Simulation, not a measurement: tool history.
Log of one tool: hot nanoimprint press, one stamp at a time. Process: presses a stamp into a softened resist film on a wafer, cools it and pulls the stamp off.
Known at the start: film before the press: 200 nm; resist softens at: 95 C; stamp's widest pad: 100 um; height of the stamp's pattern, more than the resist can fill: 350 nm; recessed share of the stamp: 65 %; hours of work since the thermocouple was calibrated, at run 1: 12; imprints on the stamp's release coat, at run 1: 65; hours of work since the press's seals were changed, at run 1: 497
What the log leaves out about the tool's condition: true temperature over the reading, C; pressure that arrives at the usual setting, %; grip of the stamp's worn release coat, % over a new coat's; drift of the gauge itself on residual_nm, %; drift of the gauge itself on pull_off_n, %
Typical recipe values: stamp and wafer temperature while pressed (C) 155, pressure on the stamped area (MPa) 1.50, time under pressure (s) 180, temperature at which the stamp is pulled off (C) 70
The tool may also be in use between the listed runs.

run    hour  stamp and wafer temperature while pressed (C)  pressure on the stamped area (MPa)  time under pressure (s)  temperature at which the stamp is pulled off (C)  hours of work since the thermocouple was calibrated  imprints on the stamp's release coat  hours of work since the press's seals were changed  resist left under the stamp's widest pad (nm)  greatest force while the stamp is pulled off (N)
  1     0.0                                            155                                1.50                      180                                                70                                                   12                                    65                                                 497                                           96.7                                               122
  2    50.0                                            148                                1.50                      180                                                70                                                   34                                   191                                                 520                                          138.7                                               122
  3   100.7                                            155                                1.50                      180                                                70                                                   57                                   318                                                 543                                           97.5                                               125
  4   136.2                                            155                                1.50                      180                                                70                                                   73                                   408                                                 559                                           96.4                                               134
  5   173.4                                            153                                1.50                      180                                                70                                                   90                                   502                                                 576                                          108.9                                               126
  6   204.3                                            155                                1.27                      180                                                70                                                  104                                   579                                                 590                                          103.6                                               129
  7   255.1                                            155                                1.27                      180                                                70                                                  127                                   707                                                 613                                          104.8                                               131
  8   304.3                                            155                                1.27                      180                                                70                                                  149                                   831                                                 635                                          102.6                                               127
  9   353.5                                            155                                1.27                      180                                                70                                                  172                                   955                                                 657                                          102.7                                               125
 10   375.8                                            155                                1.27                      180                                                56                                                  182                                  1011                                                 668                                          103.6                                               138
      397.5  -- press's hydraulic seals changed and the load cell set to zero
 11   420.4                                            155                                1.50                      180                                                70                                                  198                                  1104                                                  10                                           97.7                                               127
 12   456.7                                            155                                1.50                      180                                                70                                                  215                                  1195                                                  27                                           96.2                                               125
 13   494.5                                            155                                1.50                      113                                                70                                                  232                                  1291                                                  44                                          114.0                                               130
 14   515.6                                            151                                1.50                      180                                                70                                                  241                                  1344                                                  53                                          120.2                                               127
 15   560.4                                            151                                1.50                      180                                                70                                                  262                                  1457                                                  74                                          121.7                                               124
 16   588.8                                            151                                1.50                      180                                                70                                                  274                                  1528                                                  87                                          119.2                                               125
      607.1  -- stamp cleaned and given a new release coat
 17   617.9                                            151                                1.50                      160                                                72                                                  285                                    27                                                  97                                          126.2                                               125
 18   645.6                                            151                                1.50                      160                                                72                                                  297                                    97                                                 110                                          125.6                                               128
 19   684.4                                            151                                1.50                      160                                                72                                                  315                                   195                                                 127                                          124.7                                               129
 20   729.9                                            151                                2.08                      254                                                67                                                  336                                   309                                                 148                                           95.0                                               130
 21   773.0                                            166                                1.50                      180                                                70                                                  355                                   418                                                 167                                           48.8                                               129
      819.1  -- plate thermocouple calibrated
 22   824.4                                            157                                1.72                      224                                                60                                                    2                                   540                                                 189                                           73.0                                               138
 23   861.9                                            155                                1.50                      180                                                71                                                   19                                   635                                                 206                                           97.1                                               126
 24   889.4                                            155                                1.50                      253                                                63                                                   32                                   704                                                 219                                           84.9                                               137
 25   910.6                                            155                                1.50                      161                                                70                                                   41                                   757                                                 228                                          100.8                                               125
 26   940.2                                            155                                1.85                      179                                                64                                                   55                                   832                                                 242                                           88.3                                               129
 27   963.9                                            155                                1.85                      179                                                64                                                   66                                   892                                                 252                                           88.9                                               134
 28  1003.3                                            157                                0.94                      179                                                64                                                   83                                   991                                                 270                                          104.2                                               134
 29  1047.9                                            162                                1.05                      315                                                67                                                  104                                  1103                                                 290                                           57.6                                               130

Predict each of these 5 candidate next runs independently; none follows another, all start after run 29:
  A  1078.0                                            155                                1.79                      180                                                70                                                  117                                  1179                                                 304                                              ?                                                 ?
  B  1078.0                                            155                                1.50                      100                                                63                                                  117                                  1179                                                 304                                              ?                                                 ?
  C  1078.0                                            147                                1.50                      116                                                77                                                  117                                  1179                                                 304                                              ?                                                 ?
  D  1078.0                                            155                                1.85                       99                                                70                                                  117                                  1179                                                 304                                              ?                                                 ?
  E  1078.0                                            162                                1.25                      315                                                67                                                  117                                  1179                                                 304                                              ?                                                 ?

run  resist left under the stamp's widest pad (nm)  greatest force while the stamp is pulled off (N)
  A                                           88.9                                               129
  B                                          119.1                                               135
  C                                          159.5                                               126
  D                                          109.2                                               124
  E                                           54.0                                               131
Had the tool no hidden state, the same runs would have come out as:
run  resist left under the stamp's widest pad (nm)  greatest force while the stamp is pulled off (N)
  A                                           88.8                                               128
  B                                          119.0                                               134
  C                                          159.4                                               125
  D                                          109.1                                               123
  E                                           54.0                                               130
